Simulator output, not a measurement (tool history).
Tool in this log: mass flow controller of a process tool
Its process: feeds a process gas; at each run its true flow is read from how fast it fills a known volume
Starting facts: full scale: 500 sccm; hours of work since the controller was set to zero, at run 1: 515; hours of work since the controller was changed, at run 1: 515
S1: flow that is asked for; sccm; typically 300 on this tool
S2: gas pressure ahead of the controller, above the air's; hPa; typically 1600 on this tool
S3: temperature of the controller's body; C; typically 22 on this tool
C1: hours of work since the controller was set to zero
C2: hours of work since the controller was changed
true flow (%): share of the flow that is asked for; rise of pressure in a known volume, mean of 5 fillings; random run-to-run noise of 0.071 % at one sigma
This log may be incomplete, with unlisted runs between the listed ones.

{"run": 1, "day": 0.0, "S1": 300, "S2": 1600, "S3": 22, "C1": 515, "C2": 515, "true flow (%)": 99.82}
{"run": 2, "day": 4.029, "S1": 300, "S2": 2140, "S3": 22, "C1": 574, "C2": 574, "true flow (%)": 99.59}
{"run": 3, "day": 8.429, "S1": 300, "S2": 2060, "S3": 22, "C1": 639, "C2": 639, "true flow (%)": 99.48}
{"run": 4, "day": 12.996, "S1": 300, "S2": 1600, "S3": 22, "C1": 706, "C2": 706, "true flow (%)": 99.62}
{"run": 5, "day": 15.375, "S1": 413, "S2": 1600, "S3": 22, "C1": 741, "C2": 741, "true flow (%)": 99.87}
{"run": 6, "day": 19.742, "S1": 413, "S2": 1600, "S3": 22, "C1": 805, "C2": 805, "true flow (%)": 99.95}
{"run": 7, "day": 25.0, "S1": 413, "S2": 1600, "S3": 22, "C1": 883, "C2": 883, "true flow (%)": 99.71}
{"run": 8, "day": 29.829, "S1": 413, "S2": 1600, "S3": 22, "C1": 954, "C2": 954, "true flow (%)": 99.65}
{"run": 9, "day": 32.746, "S1": 413, "S2": 1600, "S3": 22, "C1": 997, "C2": 997, "true flow (%)": 99.81}
{"run": 10, "day": 35.042, "S1": 265, "S2": 1910, "S3": 22, "C1": 1030, "C2": 1030, "true flow (%)": 99.32}
{"run": 11, "day": 40.058, "S1": 117, "S2": 1990, "S3": 22, "C1": 1104, "C2": 1104, "true flow (%)": 98.87}

Same runs, no hidden state in the tool, same run-to-run variation:
Unlogged tool condition in this case: flow at rest that the sensor doesn't see, % of full scale; true flow over the shown one, %; drift of the gauge itself on true_pct, %.
run=1 true_flow_(%)=99.82
run=2 true_flow_(%)=99.63
run=3 true_flow_(%)=99.57
run=4 true_flow_(%)=99.75
run=5 true_flow_(%)=100.01
run=6 true_flow_(%)=100.14
run=7 true_flow_(%)=99.94
run=8 true_flow_(%)=99.94
run=9 true_flow_(%)=100.13
run=10 true_flow_(%)=99.66
run=11 true_flow_(%)=99.26

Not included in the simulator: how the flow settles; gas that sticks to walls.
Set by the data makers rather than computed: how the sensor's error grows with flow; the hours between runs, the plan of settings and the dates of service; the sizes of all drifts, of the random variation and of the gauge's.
